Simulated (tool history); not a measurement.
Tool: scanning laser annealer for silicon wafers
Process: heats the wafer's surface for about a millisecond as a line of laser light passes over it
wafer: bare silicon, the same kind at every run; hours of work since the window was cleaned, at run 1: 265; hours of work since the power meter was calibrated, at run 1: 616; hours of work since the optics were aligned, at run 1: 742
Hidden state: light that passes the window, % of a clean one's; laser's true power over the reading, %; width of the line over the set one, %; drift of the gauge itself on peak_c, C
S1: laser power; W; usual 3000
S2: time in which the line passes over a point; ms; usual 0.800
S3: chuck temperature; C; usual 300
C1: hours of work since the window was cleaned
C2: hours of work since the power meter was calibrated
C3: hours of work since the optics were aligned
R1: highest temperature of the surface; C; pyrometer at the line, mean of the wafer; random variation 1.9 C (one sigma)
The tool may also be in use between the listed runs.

run 1 hour=0.0 | S1=3000 S2=0.800 S3=300 | C1=265 C2=616 C3=742 | R1=1073
run 2 hour=43.9 | S1=3000 S2=0.768 S3=300 | C1=286 C2=637 C3=763 | R1=1051
run 3 hour=68.2 | S1=3000 S2=0.768 S3=300 | C1=298 C2=649 C3=775 | R1=1055
run 4 hour=113.9 | S1=3000 S2=0.598 S3=300 | C1=321 C2=672 C3=798 | R1=951
run 5 hour=154.0 | S1=3039 S2=0.800 S3=300 | C1=340 C2=691 C3=818 | R1=1083
run 6 hour=182.1 | S1=3000 S2=0.800 S3=261 | C1=354 C2=705 C3=831 | R1=1024
run 7 hour=204.8 | S1=3000 S2=0.800 S3=261 | C1=365 C2=716 C3=843 | R1=1027
run 8 hour=240.4 | S1=3000 S2=0.723 S3=300 | C1=383 C2=734 C3=860 | R1=1019
run 9 hour=271.5 | S1=3000 S2=0.723 S3=300 | C1=398 C2=749 C3=875 | R1=1017
run 10 hour=319.1 | S1=3000 S2=0.723 S3=300 | C1=422 C2=773 C3=899 | R1=1016
-- hour=327.2 optics aligned, line set to its width
run 11 hour=367.4 | S1=3000 S2=0.723 S3=300 | C1=443 C2=794 C3=20 | R1=1044
run 12 hour=403.3 | S1=3000 S2=0.723 S3=300 | C1=461 C2=811 C3=37 | R1=1043
-- hour=409.5 laser's power meter calibrated
run 13 hour=447.0 | S1=3000 S2=0.723 S3=300 | C1=481 C2=18 C3=57 | R1=1035
run 14 hour=475.4 | S1=3000 S2=0.800 S3=300 | C1=495 C2=32 C3=71 | R1=1083
run 15 hour=520.7 | S1=3000 S2=0.800 S3=300 | C1=517 C2=55 C3=94 | R1=1077
run 16 hour=562.9 | S1=3000 S2=0.800 S3=300 | C1=538 C2=75 C3=114 | R1=1077
run 17 hour=602.3 | S1=3000 S2=0.800 S3=300 | C1=557 C2=95 C3=134 | R1=1077
run 18 hour=642.8 | S1=3000 S2=0.800 S3=300 | C1=577 C2=115 C3=154 | R1=1073
-- hour=670.1 laser's power meter calibrated, once more
run 19 hour=684.4 | S1=3000 S2=0.800 S3=336 | C1=596 C2=7 C3=173 | R1=1109
run 20 hour=725.7 | S1=3000 S2=0.800 S3=336 | C1=616 C2=27 C3=193 | R1=1112
run 21 hour=770.6 | S1=3046 S2=0.800 S3=280 | C1=638 C2=49 C3=215 | R1=1070
run 22 hour=808.3 | S1=2664 S2=0.722 S3=325 | C1=657 C2=68 C3=234 | R1=946
run 23 hour=840.4 | S1=3252 S2=0.722 S3=335 | C1=672 C2=84 C3=249 | R1=1137
run 24 hour=883.6 | S1=3141 S2=0.858 S3=300 | C1=694 C2=105 C3=271 | R1=1147
run 25 hour=906.3 | S1=2747 S2=0.878 S3=291 | C1=705 C2=116 C3=282 | R1=1013
run 26 hour=928.0 | S1=3098 S2=0.878 S3=268 | C1=716 C2=127 C3=292 | R1=1113
run 27 hour=948.4 | S1=2586 S2=0.955 S3=300 | C1=726 C2=137 C3=302 | R1=1000
run 28 hour=978.8 | S1=3086 S2=0.585 S3=319 | C1=741 C2=152 C3=317 | R1=981
run 29 hour=1001.3 | S1=2889 S2=0.632 S3=317 | C1=752 C2=163 C3=328 | R1=954
run 30 hour=1029.9 | S1=2991 S2=0.632 S3=312 | C1=766 C2=177 C3=342 | R1=974
run 31 hour=1070.0 | S1=3101 S2=0.728 S3=302 | C1=785 C2=197 C3=362 | R1=1055
run 32 hour=1100.4 | S1=3101 S2=0.728 S3=302 | C1=800 C2=212 C3=377 | R1=1051
run 33 hour=1144.4 | S1=2572 S2=0.725 S3=329 | C1=822 C2=233 C3=399 | R1=912
run 34 hour=1190.0 | S1=2572 S2=0.725 S3=311 | C1=844 C2=256 C3=421 | R1=896
-- hour=1194.2 window over the wafer cleaned
run 35 hour=1212.8 | S1=3093 S2=0.800 S3=300 | C1=9 C2=266 C3=431 | R1=1127
run 36 hour=1234.1 | S1=3093 S2=0.800 S3=300 | C1=20 C2=276 C3=442 | R1=1125
run 37 hour=1268.9 | S1=3293 S2=0.648 S3=331 | C1=37 C2=293 C3=459 | R1=1123
run 38 hour=1288.3 | S1=2816 S2=0.800 S3=300 | C1=46 C2=303 C3=468 | R1=1032
run 39 hour=1326.0 | S1=2934 S2=0.689 S3=290 | C1=65 C2=321 C3=487 | R1=994
run 40 hour=1362.0 | S1=2874 S2=0.933 S3=300 | C1=82 C2=339 C3=505 | R1=1117

Hidden state at the last listed run before each entry between runs and at the first one after, where it differs:
Between runs 10 and 11: optics aligned, line set to its width (hour 327.2)
  light that passes the window, % of a clean one's: 97.99 -> 97.88; width of the line over the set one, %: 5.15 -> 0.23
  measured less the result without the state, R1: -49 -> -24 C
Between runs 12 and 13: laser's power meter calibrated (hour 409.5)
  light that passes the window, % of a clean one's: 97.8 -> 97.69; laser's true power over the reading, %: -0.18 -> -0.3; width of the line over the set one, %: 0.33 -> 0.44
  measured less the result without the state, R1: -26 -> -29 C
Between runs 18 and 19: laser's power meter calibrated, once more (hour 670.1)
  light that passes the window, % of a clean one's: 97.23 -> 97.14; laser's true power over the reading, %: -0.32 -> 0.02; width of the line over the set one, %: 0.97 -> 1.06
  measured less the result without the state, R1: -38 -> -36 C
Between runs 34 and 35: window over the wafer cleaned (hour 1194.2)
  light that passes the window, % of a clean one's: 95.95 -> 99.79; width of the line over the set one, %: 2.43 -> 2.48
  measured less the result without the state, R1: -44 -> -18 C
